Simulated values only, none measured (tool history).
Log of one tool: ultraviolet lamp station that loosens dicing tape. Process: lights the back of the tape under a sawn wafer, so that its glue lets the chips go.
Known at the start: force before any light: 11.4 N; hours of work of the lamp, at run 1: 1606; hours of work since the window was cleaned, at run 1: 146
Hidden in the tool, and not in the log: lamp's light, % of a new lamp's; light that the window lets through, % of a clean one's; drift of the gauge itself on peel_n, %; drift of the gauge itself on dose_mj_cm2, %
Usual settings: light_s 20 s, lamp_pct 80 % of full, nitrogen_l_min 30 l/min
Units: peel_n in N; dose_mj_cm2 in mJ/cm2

| run | day | light_s | lamp_pct | nitrogen_l_min | hours of work of the lamp | hours of work since the window was cleaned | peel_n | dose_mj_cm2 |
|---|---|---|---|---|---|---|---|---|
| 1 | 0.000 | 20 | 80 | 30 | 1606 | 146 | 2.817 | 322 |
|  | 0.567 | lamp changed |
| 2 | 1.712 | 20 | 80 | 30 | 19 | 174 | 1.515 | 456 |
| 3 | 3.962 | 32 | 80 | 30 | 56 | 211 | 0.509 | 717 |
| 4 | 6.683 | 20 | 80 | 30 | 101 | 256 | 1.706 | 430 |
|  | 8.254 | window cleaned of glue's vapour |
| 5 | 9.383 | 20 | 80 | 30 | 146 | 19 | 1.827 | 407 |
| 6 | 11.017 | 10 | 80 | 30 | 173 | 46 | 4.571 | 203 |
| 7 | 13.462 | 20 | 80 | 30 | 214 | 86 | 1.982 | 389 |
|  | 13.704 | window cleaned of glue's vapour, once more |
| 8 | 15.154 | 20 | 80 | 30 | 241 | 24 | 1.546 | 450 |
| 9 | 17.817 | 20 | 80 | 30 | 285 | 68 | 1.606 | 442 |
| 10 | 19.500 | 20 | 80 | 30 | 313 | 96 | 1.729 | 438 |
| 11 | 22.175 | 20 | 80 | 30 | 358 | 141 | 1.657 | 424 |
| 12 | 24.825 | 20 | 83 | 30 | 402 | 184 | 1.691 | 431 |
| 13 | 27.204 | 23 | 83 | 30 | 441 | 224 | 1.319 | 486 |
| 14 | 28.504 | 11 | 80 | 30 | 463 | 245 | 4.271 | 217 |
|  | 30.633 | window cleaned of glue's vapour |
| 15 | 30.783 | 11 | 80 | 30 | 500 | 2 | 3.992 | 240 |
| 16 | 33.483 | 11 | 93 | 30 | 545 | 47 | 3.297 | 272 |
| 17 | 35.058 | 20 | 80 | 19 | 571 | 73 | 2.437 | 425 |
| 18 | 37.329 | 20 | 80 | 19 | 609 | 111 | 2.409 | 414 |
| 19 | 40.083 | 20 | 80 | 30 | 654 | 157 | 1.913 | 394 |
| 20 | 42.192 | 20 | 80 | 30 | 689 | 192 | 2.105 | 395 |
| 21 | 44.233 | 20 | 71 | 30 | 723 | 226 | 2.538 | 338 |
| 22 | 46.154 | 20 | 81 | 30 | 755 | 257 | 2.085 | 386 |
|  | 47.554 | window cleaned of glue's vapour |
| 23 | 48.075 | 13 | 74 | 30 | 787 | 9 | 3.704 | 244 |
| 24 | 50.046 | 13 | 74 | 30 | 819 | 41 | 3.804 | 244 |
| 25 | 52.517 | 24 | 64 | 59 | 860 | 82 | 1.471 | 379 |
| 26 | 55.458 | 16 | 78 | 17 | 909 | 131 | 4.049 | 297 |
| 27 | 57.038 | 16 | 78 | 17 | 935 | 157 | 4.112 | 290 |
| 28 | 58.938 | 16 | 78 | 17 | 967 | 189 | 4.097 | 286 |
| 29 | 60.238 | 14 | 76 | 11 | 988 | 210 | 5.609 | 240 |
| 30 | 62.038 | 16 | 76 | 22 | 1018 | 240 | 4.037 | 268 |
|  | 64.608 | window cleaned of glue's vapour |
| 31 | 64.708 | 29 | 69 | 34 | 1062 | 2 | 1.256 | 473 |
| 32 | 66.275 | 20 | 86 | 30 | 1088 | 28 | 1.993 | 404 |
| 33 | 67.525 | 20 | 86 | 30 | 1109 | 48 | 1.959 | 400 |
| 34 | 69.788 | 20 | 86 | 24 | 1146 | 86 | 2.350 | 390 |
| 35 | 72.362 | 23 | 80 | 42 | 1189 | 129 | 1.574 | 408 |
| 36 | 74.021 | 30 | 76 | 42 | 1217 | 156 | 1.054 | 493 |
| 37 | 77.033 | 30 | 76 | 42 | 1267 | 206 | 1.080 | 476 |
| 38 | 78.612 | 30 | 76 | 42 | 1293 | 232 | 1.091 | 469 |
| 39 | 80.908 | 26 | 65 | 42 | 1331 | 270 | 2.064 | 344 |
|  | 81.550 | window cleaned of glue's vapour |
| 40 | 83.746 | 27 | 81 | 12 | 1377 | 36 | 2.658 | 475 |
| 41 | 85.275 | 37 | 71 | 12 | 1403 | 62 | 2.003 | 558 |
| 42 | 87.967 | 27 | 86 | 30 | 1447 | 106 | 1.310 | 476 |
| 43 | 89.975 | 21 | 83 | 38 | 1481 | 140 | 2.083 | 349 |
| 44 | 91.917 | 12 | 83 | 21 | 1513 | 172 | 5.093 | 197 |

3 ways to go on from here, each from the tool as it stands after run 44. What would each give?
| A | 94.800 | 26 | 75 | 21 | 1561 | 220 | ? | ? |
| B | 94.800 | 20 | 67 | 30 | 1561 | 220 | ? | ? |
| C | 94.800 | 12 | 83 | 28 | 1561 | 220 | ? | ? |

| run | peel_n | dose_mj_cm2 |
|---|---|---|
| A | 2.631 | 374 |
| B | 3.649 | 255 |
| C | 4.900 | 195 |
Without the tool's hidden state the same runs would have given:
| run | peel_n | dose_mj_cm2 |
|---|---|---|
| A | 1.112 | 601 |
| B | 1.838 | 409 |
| C | 2.962 | 311 |
